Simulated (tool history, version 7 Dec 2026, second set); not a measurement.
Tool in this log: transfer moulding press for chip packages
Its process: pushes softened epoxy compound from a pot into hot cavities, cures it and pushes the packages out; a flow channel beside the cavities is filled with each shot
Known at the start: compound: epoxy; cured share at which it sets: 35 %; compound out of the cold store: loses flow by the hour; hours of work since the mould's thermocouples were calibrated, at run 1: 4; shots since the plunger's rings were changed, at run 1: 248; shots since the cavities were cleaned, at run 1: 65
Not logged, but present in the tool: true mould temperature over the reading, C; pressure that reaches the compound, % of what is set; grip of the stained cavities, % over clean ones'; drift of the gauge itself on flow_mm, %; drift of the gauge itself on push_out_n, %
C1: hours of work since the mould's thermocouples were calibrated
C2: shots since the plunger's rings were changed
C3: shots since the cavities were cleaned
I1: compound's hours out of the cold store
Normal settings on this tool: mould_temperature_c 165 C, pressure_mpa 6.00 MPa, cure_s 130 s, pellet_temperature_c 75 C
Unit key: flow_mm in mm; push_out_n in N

Run 1, day 0.000: usual settings; C1 4; C2 248; C3 65; I1 17.5. Result: flow_mm 880 mm, push_out_n 483 N.
Run 2, day 0.533: usual settings; C1 14; C2 384; C3 201; I1 43.3. Result: flow_mm 797 mm, push_out_n 479 N.
Run 3, day 0.804: usual settings; C1 18; C2 454; C3 271; I1 22.8. Result: flow_mm 881 mm, push_out_n 470 N.
Run 4, day 1.133: usual settings; C1 24; C2 538; C3 355; I1 12.7. Result: flow_mm 901 mm, push_out_n 463 N.
Run 5, day 1.638: usual settings but pellet_temperature_c 68 C; C1 33; C2 667; C3 484; I1 17.8. Result: flow_mm 886 mm, push_out_n 496 N.
At day 2.133: cavities cleaned with cleaning compound and waxed.
Run 6, day 2.133: usual settings but pellet_temperature_c 68 C; C1 40; C2 778; C3 0; I1 37.2. Result: flow_mm 817 mm, push_out_n 478 N.
Run 7, day 2.646: usual settings but pellet_temperature_c 68 C; C1 49; C2 909; C3 131; I1 44.7. Result: flow_mm 800 mm, push_out_n 479 N.
Run 8, day 2.871: usual settings but pellet_temperature_c 68 C; C1 53; C2 966; C3 188; I1 47.2. Result: flow_mm 782 mm, push_out_n 479 N.
Run 9, day 3.404: usual settings but pellet_temperature_c 68 C; C1 62; C2 1102; C3 324; I1 10.3. Result: flow_mm 910 mm, push_out_n 473 N.
Run 10, day 3.812: usual settings but pellet_temperature_c 68 C; C1 70; C2 1206; C3 428; I1 39.1. Result: flow_mm 825 mm, push_out_n 468 N.
Run 11, day 4.121: usual settings; C1 75; C2 1285; C3 507; I1 16.5. Result: flow_mm 895 mm, push_out_n 470 N.
Run 12, day 4.346: usual settings; C1 79; C2 1342; C3 564; I1 21.9. Result: flow_mm 860 mm, push_out_n 484 N.
At day 4.546: cavities cleaned with cleaning compound and waxed.
Run 13, day 4.633: usual settings but mould_temperature_c 159 C; C1 83; C2 1400; C3 23; I1 32.1. Result: flow_mm 865 mm, push_out_n 641 N.
Run 14, day 5.146: usual settings but mould_temperature_c 159 C; C1 92; C2 1531; C3 154; I1 24.4. Result: flow_mm 881 mm, push_out_n 659 N.
Run 15, day 5.667: usual settings but pressure_mpa 7.42 MPa, cure_s 137 s, pellet_temperature_c 71 C; C1 101; C2 1664; C3 287; I1 17.7. Result: flow_mm 994 mm, push_out_n 455 N.
Run 16, day 6.112: usual settings but mould_temperature_c 166 C, pressure_mpa 7.42 MPa, cure_s 137 s, pellet_temperature_c 83 C; C1 108; C2 1777; C3 400; I1 27.9. Result: flow_mm 941 mm, push_out_n 449 N.
Run 17, day 6.512: usual settings but mould_temperature_c 167 C, pressure_mpa 7.42 MPa, cure_s 137 s, pellet_temperature_c 83 C; C1 115; C2 1880; C3 503; I1 28.5. Result: flow_mm 939 mm, push_out_n 426 N.
At day 6.921: cavities cleaned with cleaning compound and waxed.
Run 18, day 6.958: usual settings but mould_temperature_c 167 C, pressure_mpa 7.42 MPa, cure_s 137 s, pellet_temperature_c 83 C; C1 122; C2 1978; C3 9; I1 13.3. Result: flow_mm 982 mm, push_out_n 418 N.
Run 19, day 7.179: usual settings but cure_s 112 s, pellet_temperature_c 77 C; C1 126; C2 2035; C3 66; I1 43.4. Result: flow_mm 805 mm, push_out_n 547 N.
Run 20, day 7.404: usual settings but cure_s 112 s, pellet_temperature_c 77 C; C1 130; C2 2092; C3 123; I1 8.4. Result: flow_mm 911 mm, push_out_n 618 N.
Run 21, day 7.683: usual settings but mould_temperature_c 171 C, pressure_mpa 4.73 MPa, pellet_temperature_c 70 C; C1 135; C2 2163; C3 194; I1 18.9. Result: flow_mm 757 mm, push_out_n 428 N.
Run 22, day 8.025: usual settings but mould_temperature_c 163 C, pressure_mpa 4.73 MPa, cure_s 150 s, pellet_temperature_c 70 C; C1 141; C2 2251; C3 282; I1 11.2. Result: flow_mm 815 mm, push_out_n 454 N.
Run 23, day 8.508: usual settings but mould_temperature_c 168 C, pressure_mpa 5.99 MPa, cure_s 169 s, pellet_temperature_c 77 C; C1 149; C2 2374; C3 405; I1 32.3. Result: flow_mm 828 mm, push_out_n 410 N.
Run 24, day 8.938: usual settings but mould_temperature_c 168 C, pressure_mpa 5.99 MPa, cure_s 169 s, pellet_temperature_c 77 C; C1 156; C2 2483; C3 514; I1 43.1. Result: flow_mm 791 mm, push_out_n 418 N.
Run 25, day 9.196: usual settings but mould_temperature_c 170 C, pressure_mpa 5.84 MPa, cure_s 147 s; C1 161; C2 2549; C3 580; I1 32.2. Result: flow_mm 810 mm, push_out_n 423 N.
At day 9.296: cavities cleaned with cleaning compound and waxed.
Run 26, day 9.692: usual settings but pressure_mpa 5.81 MPa, cure_s 163 s, pellet_temperature_c 69 C; C1 168; C2 2660; C3 101; I1 33.7. Result: flow_mm 820 mm, push_out_n 415 N.
Run 27, day 10.000: usual settings but pressure_mpa 5.81 MPa, cure_s 163 s, pellet_temperature_c 69 C; C1 174; C2 2739; C3 180; I1 33.9. Result: flow_mm 812 mm, push_out_n 418 N.
Run 28, day 10.538: usual settings but pressure_mpa 5.81 MPa, cure_s 163 s, pellet_temperature_c 69 C; C1 183; C2 2876; C3 317; I1 18.6. Result: flow_mm 876 mm, push_out_n 438 N.

Predict each of these 5 candidate next runs independently; none follows another, all start after run 28:
Run A, day 10.900: usual settings but mould_temperature_c 172 C, pressure_mpa 6.14 MPa, cure_s 163 s, pellet_temperature_c 80 C; C1 189; C2 2969; C3 410; I1 33.8. Result: flow_mm ?, push_out_n ?.
Run B, day 10.900: usual settings but pressure_mpa 7.47 MPa, pellet_temperature_c 69 C; C1 189; C2 2969; C3 410; I1 38.2. Result: flow_mm ?, push_out_n ?.
Run C, day 10.900: usual settings but mould_temperature_c 171 C, pressure_mpa 5.07 MPa, cure_s 114 s, pellet_temperature_c 69 C; C1 189; C2 2969; C3 410; I1 42.1. Result: flow_mm ?, push_out_n ?.
Run D, day 10.900: usual settings but cure_s 157 s; C1 189; C2 2969; C3 410; I1 24.5. Result: flow_mm ?, push_out_n ?.
Run E, day 10.900: usual settings but pressure_mpa 6.61 MPa, cure_s 163 s, pellet_temperature_c 69 C; C1 189; C2 2969; C3 410; I1 32.3. Result: flow_mm ?, push_out_n ?.

run  flow_mm  push_out_n
  A      823         387
  B      908         483
  C      741         446
  D      864         431
  E      885         422
Take away the tool's hidden state, keep each run's random variation, and the runs would have read:
run  flow_mm  push_out_n
  A      824         385
  B      908         480
  C      741         444
  D      864         428
  E      885         419

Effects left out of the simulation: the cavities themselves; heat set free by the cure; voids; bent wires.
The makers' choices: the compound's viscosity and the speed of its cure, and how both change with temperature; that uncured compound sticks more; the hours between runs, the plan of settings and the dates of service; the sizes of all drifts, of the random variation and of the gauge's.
